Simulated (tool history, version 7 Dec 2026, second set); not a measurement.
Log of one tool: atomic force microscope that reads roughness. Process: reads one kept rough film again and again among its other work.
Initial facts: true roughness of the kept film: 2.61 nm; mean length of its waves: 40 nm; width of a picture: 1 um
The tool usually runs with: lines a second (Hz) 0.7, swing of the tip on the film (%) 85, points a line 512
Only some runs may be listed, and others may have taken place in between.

| run | day | lines a second (Hz) | swing of the tip on the film (%) | points a line | roughness of the kept film (nm (root mean square)) |
|---|---|---|---|---|---|
| 1 | 0 | 0.7 | 85 | 512 | 2.398 |
|  | 0.233 | new tip fitted |
| 2 | 1.617 | 0.7 | 85 | 512 | 2.367 |
|  | 2.45 | new tip fitted |
| 3 | 3.167 | 0.7 | 85 | 512 | 2.363 |
|  | 4.529 | new tip fitted |
| 4 | 4.529 | 0.7 | 86 | 512 | 2.387 |
| 5 | 6.096 | 0.7 | 85 | 512 | 2.396 |
|  | 6.704 | new tip fitted |
| 6 | 8.217 | 0.7 | 85 | 512 | 2.365 |
|  | 8.883 | new tip fitted |
| 7 | 9.467 | 0.7 | 85 | 512 | 2.384 |
| 8 | 10.917 | 0.7 | 85 | 512 | 2.382 |
|  | 11.142 | new tip fitted |
| 9 | 12.221 | 0.7 | 85 | 512 | 2.39 |
|  | 13.258 | new tip fitted |
| 10 | 13.817 | 0.7 | 85 | 512 | 2.376 |
|  | 15.429 | new tip fitted |
| 11 | 15.829 | 1.294 | 85 | 512 | 2.271 |
| 12 | 17.042 | 0.7 | 85 | 512 | 2.358 |
|  | 17.529 | new tip fitted |
| 13 | 19.088 | 0.7 | 85 | 512 | 2.38 |
|  | 19.683 | new tip fitted |
| 14 | 21.308 | 0.7 | 83 | 512 | 2.4 |
|  | 21.9 | new tip fitted |
| 15 | 23.4 | 0.7 | 85 | 512 | 2.385 |
|  | 24.075 | new tip fitted |
| 16 | 25.025 | 0.7 | 85 | 512 | 2.383 |
|  | 26.158 | new tip fitted |
| 17 | 27.275 | 0.7 | 85 | 512 | 2.4 |
|  | 28.35 | new tip fitted |
| 18 | 28.812 | 0.7 | 85 | 301 | 2.389 |
| 19 | 30.092 | 0.7 | 85 | 512 | 2.378 |
|  | 30.583 | new tip fitted |
| 20 | 31.862 | 0.7 | 85 | 512 | 2.415 |
|  | 32.658 | new tip fitted |
| 21 | 33.692 | 0.7 | 85 | 512 | 2.39 |
|  | 34.871 | new tip fitted |
| 22 | 35.025 | 1.465 | 85 | 376 | 2.267 |
|  | 37.054 | new tip fitted |
| 23 | 37.546 | 1.465 | 85 | 376 | 2.256 |
|  | 39.238 | new tip fitted |
| 24 | 39.533 | 1.465 | 85 | 376 | 2.236 |
| 25 | 40.95 | 3.489 | 85 | 376 | 1.96 |
|  | 41.404 | new tip fitted |
| 26 | 42.917 | 1.567 | 83 | 512 | 2.272 |
|  | 43.512 | new tip fitted |
| 27 | 45.017 | 0.754 | 65 | 644 | 2.479 |
|  | 45.742 | new tip fitted |
| 28 | 47.529 | 0.754 | 65 | 644 | 2.465 |
|  | 47.908 | new tip fitted |
| 29 | 49.533 | 0.754 | 65 | 644 | 2.481 |
|  | 50.071 | new tip fitted |
| 30 | 50.829 | 1.579 | 84 | 512 | 2.243 |
|  | 52.254 | new tip fitted |
| 31 | 52.388 | 0.593 | 85 | 391 | 2.411 |
|  | 54.367 | new tip fitted |
| 32 | 54.575 | 0.7 | 85 | 541 | 2.387 |
| 33 | 55.925 | 0.7 | 78 | 512 | 2.417 |
|  | 56.454 | new tip fitted |
| 34 | 58.254 | 0.7 | 78 | 512 | 2.426 |
|  | 58.625 | new tip fitted |
| 35 | 59.346 | 2.531 | 73 | 972 | 2.27 |
|  | 60.792 | new tip fitted |
| 36 | 61.542 | 1.742 | 68 | 512 | 2.386 |
| 37 | 62.608 | 2.634 | 70 | 284 | 2.303 |
|  | 63.033 | new tip fitted |
| 38 | 64.092 | 3.654 | 76 | 413 | 2.129 |
|  | 65.204 | new tip fitted |
| 39 | 65.854 | 1.992 | 69 | 699 | 2.355 |
|  | 67.367 | new tip fitted |
| 40 | 68.1 | 1.992 | 70 | 722 | 2.356 |
|  | 69.542 | new tip fitted |
| 41 | 69.821 | 1.143 | 70 | 722 | 2.426 |
| 42 | 71.558 | 1.261 | 85 | 923 | 2.301 |

Each row is a separate what-if for the run after 42, all from the same tool condition, not one after another. Results?
|  | 71.683 | new tip fitted |
|  | 72.804 | height scale calibrated on a step standard |
| A | 73.175 | 1.724 | 70 | 688 | ? |
|  | 71.683 | new tip fitted |
|  | 72.804 | height scale calibrated on a step standard |
| B | 73.175 | 1.261 | 85 | 385 | ? |
|  | 71.683 | new tip fitted |
|  | 72.804 | height scale calibrated on a step standard |
| C | 73.175 | 1.622 | 78 | 593 | ? |

| run | roughness of the kept film (nm (root mean square)) |
|---|---|
| A | 2.361 |
| B | 2.282 |
| C | 2.332 |
With no hidden state in the tool, these same runs would have given:
| run | roughness of the kept film (nm (root mean square)) |
|---|---|
| A | 2.368 |
| B | 2.289 |
| C | 2.339 |

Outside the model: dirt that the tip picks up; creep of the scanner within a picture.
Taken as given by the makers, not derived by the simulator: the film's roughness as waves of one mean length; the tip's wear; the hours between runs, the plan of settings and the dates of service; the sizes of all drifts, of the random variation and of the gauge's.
